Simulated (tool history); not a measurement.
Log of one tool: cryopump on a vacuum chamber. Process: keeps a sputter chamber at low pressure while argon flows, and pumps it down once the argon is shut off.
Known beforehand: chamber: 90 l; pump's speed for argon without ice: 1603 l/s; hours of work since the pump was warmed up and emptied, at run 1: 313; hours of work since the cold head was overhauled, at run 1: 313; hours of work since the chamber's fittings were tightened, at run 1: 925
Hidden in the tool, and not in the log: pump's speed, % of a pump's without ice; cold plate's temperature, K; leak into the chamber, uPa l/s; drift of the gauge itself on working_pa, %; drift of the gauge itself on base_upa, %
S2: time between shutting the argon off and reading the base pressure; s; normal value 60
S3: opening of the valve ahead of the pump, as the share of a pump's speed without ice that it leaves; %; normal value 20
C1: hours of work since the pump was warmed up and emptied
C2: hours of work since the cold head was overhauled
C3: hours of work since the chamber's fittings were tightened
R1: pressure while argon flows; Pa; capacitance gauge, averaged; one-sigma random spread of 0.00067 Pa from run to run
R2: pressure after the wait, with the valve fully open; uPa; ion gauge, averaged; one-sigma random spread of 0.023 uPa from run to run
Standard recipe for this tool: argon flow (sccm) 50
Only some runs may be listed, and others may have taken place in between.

{"run": 1, "day": 0.0, "argon flow (sccm)": 50, "S2": 60, "S3": 20, "C1": 313, "C2": 313, "C3": 925, "R1": 0.2657, "R2": 1.89}
{"run": 2, "day": 1.162, "argon flow (sccm)": 50, "S2": 60, "S3": 20, "C1": 329, "C2": 329, "C3": 941, "R1": 0.266, "R2": 1.95}
{"run": 3, "day": 2.475, "argon flow (sccm)": 50, "S2": 60, "S3": 20, "C1": 346, "C2": 346, "C3": 958, "R1": 0.2675, "R2": 1.91}
{"run": 4, "day": 3.733, "argon flow (sccm)": 50, "S2": 60, "S3": 20, "C1": 363, "C2": 363, "C3": 975, "R1": 0.2654, "R2": 1.95}
{"run": 5, "day": 5.021, "argon flow (sccm)": 50, "S2": 60, "S3": 20, "C1": 380, "C2": 380, "C3": 992, "R1": 0.267, "R2": 1.91}
{"run": 6, "day": 6.242, "argon flow (sccm)": 46, "S2": 60, "S3": 20, "C1": 397, "C2": 397, "C3": 1009, "R1": 0.246, "R2": 1.94}
{"run": 7, "day": 7.796, "argon flow (sccm)": 46, "S2": 60, "S3": 20, "C1": 418, "C2": 418, "C3": 1030, "R1": 0.2459, "R2": 2.03}
{"run": 8, "day": 9.525, "argon flow (sccm)": 46, "S2": 60, "S3": 20, "C1": 441, "C2": 441, "C3": 1053, "R1": 0.2461, "R2": 2.08}
{"run": 9, "day": 10.704, "argon flow (sccm)": 46, "S2": 60, "S3": 36, "C1": 457, "C2": 457, "C3": 1069, "R1": 0.139, "R2": 2.07}
{"run": 10, "day": 12.058, "argon flow (sccm)": 46, "S2": 60, "S3": 36, "C1": 475, "C2": 475, "C3": 1087, "R1": 0.1387, "R2": 2.12}
{"run": 11, "day": 13.608, "argon flow (sccm)": 28, "S2": 60, "S3": 36, "C1": 496, "C2": 496, "C3": 1108, "R1": 0.0848, "R2": 2.05}
{"run": 12, "day": 15.562, "argon flow (sccm)": 50, "S2": 60, "S3": 20, "C1": 522, "C2": 522, "C3": 1134, "R1": 0.2677, "R2": 2.19}
{"run": 13, "day": 16.621, "argon flow (sccm)": 50, "S2": 60, "S3": 20, "C1": 536, "C2": 536, "C3": 1148, "R1": 0.2679, "R2": 2.18}
{"run": 14, "day": 18.033, "argon flow (sccm)": 50, "S2": 60, "S3": 20, "C1": 555, "C2": 555, "C3": 1167, "R1": 0.2691, "R2": 2.33}
{"run": 15, "day": 18.975, "argon flow (sccm)": 50, "S2": 60, "S3": 20, "C1": 568, "C2": 568, "C3": 1180, "R1": 0.2694, "R2": 2.16}
{"run": 16, "day": 20.858, "argon flow (sccm)": 50, "S2": 32, "S3": 20, "C1": 593, "C2": 593, "C3": 1205, "R1": 0.2701, "R2": 2.88}
{"run": 17, "day": 22.688, "argon flow (sccm)": 50, "S2": 60, "S3": 20, "C1": 617, "C2": 617, "C3": 1230, "R1": 0.2692, "R2": 2.27}
{"run": 18, "day": 24.442, "argon flow (sccm)": 50, "S2": 60, "S3": 20, "C1": 641, "C2": 641, "C3": 1253, "R1": 0.2689, "R2": 2.38}
{"run": 19, "day": 25.929, "argon flow (sccm)": 36, "S2": 60, "S3": 44, "C1": 661, "C2": 661, "C3": 1273, "R1": 0.0899, "R2": 2.31}
{"day": 26.658, "done": "leaking fittings of the chamber tightened, without venting"}
{"run": 20, "day": 27.221, "argon flow (sccm)": 77, "S2": 23, "S3": 53, "C1": 677, "C2": 677, "C3": 8, "R1": 0.1629, "R2": 1.89}
{"run": 21, "day": 28.588, "argon flow (sccm)": 77, "S2": 23, "S3": 53, "C1": 696, "C2": 696, "C3": 26, "R1": 0.1626, "R2": 1.88}
{"run": 22, "day": 30.329, "argon flow (sccm)": 83, "S2": 60, "S3": 49, "C1": 719, "C2": 719, "C3": 49, "R1": 0.1899, "R2": 0.96}
{"run": 23, "day": 31.604, "argon flow (sccm)": 56, "S2": 48, "S3": 38, "C1": 736, "C2": 736, "C3": 66, "R1": 0.1629, "R2": 1.09}
{"run": 24, "day": 32.871, "argon flow (sccm)": 30, "S2": 288, "S3": 38, "C1": 753, "C2": 753, "C3": 83, "R1": 0.0872, "R2": 0.5}
{"run": 25, "day": 34.65, "argon flow (sccm)": 63, "S2": 288, "S3": 37, "C1": 777, "C2": 777, "C3": 107, "R1": 0.1892, "R2": 0.54}
{"run": 26, "day": 35.833, "argon flow (sccm)": 40, "S2": 62, "S3": 28, "C1": 793, "C2": 793, "C3": 123, "R1": 0.1556, "R2": 0.98}
{"run": 27, "day": 36.842, "argon flow (sccm)": 50, "S2": 35, "S3": 20, "C1": 806, "C2": 806, "C3": 137, "R1": 0.2716, "R2": 1.51}
{"run": 28, "day": 37.979, "argon flow (sccm)": 33, "S2": 61, "S3": 20, "C1": 822, "C2": 822, "C3": 152, "R1": 0.1794, "R2": 1.1}
{"run": 29, "day": 39.288, "argon flow (sccm)": 33, "S2": 61, "S3": 20, "C1": 839, "C2": 839, "C3": 170, "R1": 0.1799, "R2": 1.11}
{"run": 30, "day": 41.242, "argon flow (sccm)": 48, "S2": 76, "S3": 20, "C1": 865, "C2": 865, "C3": 196, "R1": 0.2603, "R2": 1.02}
{"run": 31, "day": 42.304, "argon flow (sccm)": 48, "S2": 28, "S3": 20, "C1": 880, "C2": 880, "C3": 210, "R1": 0.2604, "R2": 1.9}
{"run": 32, "day": 43.179, "argon flow (sccm)": 50, "S2": 76, "S3": 20, "C1": 891, "C2": 891, "C3": 222, "R1": 0.2703, "R2": 1.02}
{"run": 33, "day": 44.721, "argon flow (sccm)": 98, "S2": 212, "S3": 42, "C1": 912, "C2": 912, "C3": 242, "R1": 0.2624, "R2": 0.78}
{"day": 45.383, "done": "pump warmed up, emptied and cooled again"}
{"run": 34, "day": 46.175, "argon flow (sccm)": 77, "S2": 60, "S3": 35, "C1": 11, "C2": 929, "C3": 259, "R1": 0.233, "R2": 1.14}

For some of the steps in R1 from one run to the next: how much would appear even if the tool had no hidden state, given the settings, what came in and random variation, and how much remains for the hidden state plus any gauge scatter that the measured result and the result without hidden state don't share?
Run 11 -> 12: argon flow (sccm) 28 -> 50, S3 36 -> 20. R1 +0.1829 Pa: hidden state +0.0023, all else +0.1806.
Run 18 -> 19: argon flow (sccm) 50 -> 36, S3 20 -> 44. R1 -0.179 Pa: hidden state -0.0015, all else -0.1775.
Run 19 -> 20: argon flow (sccm) 36 -> 77, S2 60 -> 23, S3 44 -> 53, leaking fittings of the chamber tightened, without venting. R1 +0.073 Pa: hidden state +0.0053, all else +0.0677.
Run 26 -> 27: argon flow (sccm) 40 -> 50, S2 62 -> 35, S3 28 -> 20. R1 +0.116 Pa: hidden state +0.0016, all else +0.1144.
Run 32 -> 33: argon flow (sccm) 50 -> 98, S2 76 -> 212, S3 20 -> 42. R1 -0.0079 Pa: hidden state +0.0086, all else -0.0165.
Run 33 -> 34: argon flow (sccm) 98 -> 77, S2 212 -> 60, S3 42 -> 35, pump warmed up, emptied and cooled again. R1 -0.0294 Pa: hidden state -0.0158, all else -0.0136.
